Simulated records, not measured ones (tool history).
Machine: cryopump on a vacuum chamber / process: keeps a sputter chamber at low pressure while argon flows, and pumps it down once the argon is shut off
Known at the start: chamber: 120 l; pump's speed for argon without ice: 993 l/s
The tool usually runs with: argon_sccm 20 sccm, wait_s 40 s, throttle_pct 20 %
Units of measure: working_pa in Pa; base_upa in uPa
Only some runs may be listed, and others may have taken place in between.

Run 1, day 0: usual settings. Result: working_pa 0.1829 Pa, base_upa 6.4 uPa.
Run 2, day 2.717: usual settings. Result: working_pa 0.1847 Pa, base_upa 6.43 uPa.
Run 3, day 6.646: usual settings. Result: working_pa 0.1864 Pa, base_upa 6.87 uPa.
Run 4, day 9.604: usual settings but wait_s 110 s. Result: working_pa 0.1874 Pa, base_upa 5.65 uPa.
At day 12.246: pump warmed up, emptied and cooled again.
Run 5, day 12.35: usual settings but throttle_pct 23 %. Result: working_pa 0.1496 Pa, base_upa 5.6 uPa.
Run 6, day 15.462: usual settings but throttle_pct 23 %. Result: working_pa 0.1504 Pa, base_upa 5.56 uPa.
Run 7, day 17.671: usual settings but throttle_pct 23 %. Result: working_pa 0.1506 Pa, base_upa 5.77 uPa.
Run 8, day 19.596: usual settings but wait_s 221 s, throttle_pct 23 %. Result: working_pa 0.1499 Pa, base_upa 4.13 uPa.
Run 9, day 21.842: usual settings but wait_s 221 s, throttle_pct 23 %. Result: working_pa 0.151 Pa, base_upa 4.24 uPa.
Run 10, day 25.504: usual settings but wait_s 221 s, throttle_pct 23 %. Result: working_pa 0.1523 Pa, base_upa 4.46 uPa.
Run 11, day 27.129: usual settings but wait_s 221 s, throttle_pct 23 %. Result: working_pa 0.1528 Pa, base_upa 4.54 uPa.
At day 28.129: leaking fittings of the chamber tightened, without venting.
Run 12, day 28.992: usual settings but wait_s 221 s, throttle_pct 23 %. Result: working_pa 0.1526 Pa, base_upa 0.79 uPa.
Run 13, day 31.396: usual settings but wait_s 221 s, throttle_pct 23 %. Result: working_pa 0.1535 Pa, base_upa 0.84 uPa.
Run 14, day 33.583: usual settings but wait_s 221 s, throttle_pct 23 %. Result: working_pa 0.1552 Pa, base_upa 0.9 uPa.
Run 15, day 35.325: usual settings but wait_s 221 s, throttle_pct 23 %. Result: working_pa 0.1565 Pa, base_upa 0.98 uPa.
Run 16, day 39.221: usual settings but wait_s 221 s, throttle_pct 23 %. Result: working_pa 0.1556 Pa, base_upa 1.09 uPa.
Run 17, day 42.871: usual settings but wait_s 221 s, throttle_pct 23 %. Result: working_pa 0.1571 Pa, base_upa 1.25 uPa.
Run 18, day 46.438: usual settings but argon_sccm 24 sccm, throttle_pct 18 %. Result: working_pa 0.2401 Pa, base_upa 3.08 uPa.
Run 19, day 48.858: usual settings but wait_s 79 s. Result: working_pa 0.1813 Pa, base_upa 2.1 uPa.
Run 20, day 50.742: usual settings but argon_sccm 39 sccm, wait_s 293 s, throttle_pct 22 %. Result: working_pa 0.3258 Pa, base_upa 1.46 uPa.
Run 21, day 53.5: usual settings but argon_sccm 16 sccm, wait_s 293 s, throttle_pct 22 %. Result: working_pa 0.1359 Pa, base_upa 1.58 uPa.

For run 22, what comes out?
Run 22, day 56.908: usual settings but argon_sccm 16 sccm, wait_s 293 s, throttle_pct 22 %. Result: working_pa ?, base_upa ?.

{"run 22": {"working_pa": 0.1371, "base_upa": 1.72}}
If the tool had no hidden condition, the same run with the same run-to-run variation would have returned working_pa 0.1242 Pa, base_upa 0.54 uPa.
